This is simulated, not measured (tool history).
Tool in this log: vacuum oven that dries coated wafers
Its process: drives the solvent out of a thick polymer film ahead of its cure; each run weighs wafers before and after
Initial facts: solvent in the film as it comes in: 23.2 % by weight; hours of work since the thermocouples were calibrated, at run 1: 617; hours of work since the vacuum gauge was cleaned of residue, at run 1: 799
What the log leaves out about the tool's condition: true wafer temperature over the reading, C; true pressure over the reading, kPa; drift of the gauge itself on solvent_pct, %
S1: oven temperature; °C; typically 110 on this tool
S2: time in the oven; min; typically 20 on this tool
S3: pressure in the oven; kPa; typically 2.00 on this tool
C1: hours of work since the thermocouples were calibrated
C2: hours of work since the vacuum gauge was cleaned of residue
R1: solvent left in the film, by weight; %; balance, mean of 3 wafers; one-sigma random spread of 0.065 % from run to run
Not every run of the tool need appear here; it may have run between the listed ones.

run   hour   S1  S2    S3   C1   C2    R1
  1    0.0  110  20  2.00  617  799  4.21
  2   16.9  110  20  2.73  629  811  4.42
  3   33.3  110  20  2.73  641  822  4.51
  4   47.4  110  20  2.73  650  832  4.39
  5   60.8  110  20  2.73  660  842  4.43
  6   75.8  110  20  5.66  670  852  5.50
  7   90.7  110  16  2.00  681  862  5.49
  8  104.5  110  16  2.00  690  872  5.58
  9  116.7  110  16  2.00  699  881  5.65
 10  128.8  113  16  2.49  707  889  4.76
 11  139.8  113  16  2.49  715  897  4.90
 12  159.7  113  16  2.49  729  911  4.90
 13  173.7  113  16  2.49  739  920  4.90
 14  193.9  109  25  1.25  753  934  2.92
 15  214.5  120  20  2.00  767  949  2.02
 16  234.8  120  20  2.00  781  963  2.11
 17  244.5   97  20  4.25  788  970  9.01
 18  257.6  121  10  4.25  797  979  6.12

4 ways to go on from here, each from the tool as it stands after run 18. What would each give?
  A  269.2  116  24  2.27  805  987   ?
  B  269.2  110  11  2.00  805  987   ?
  C  269.2  114  10  4.25  805  987   ?
  D  269.2  108  17  4.25  805  987   ?

run    R1
  A  2.09
  B  7.94
  C  8.02
  D  6.39
Without the tool's unlogged condition, the same runs would have read:
run    R1
  A  2.10
  B  7.96
  C  8.04
  D  6.41
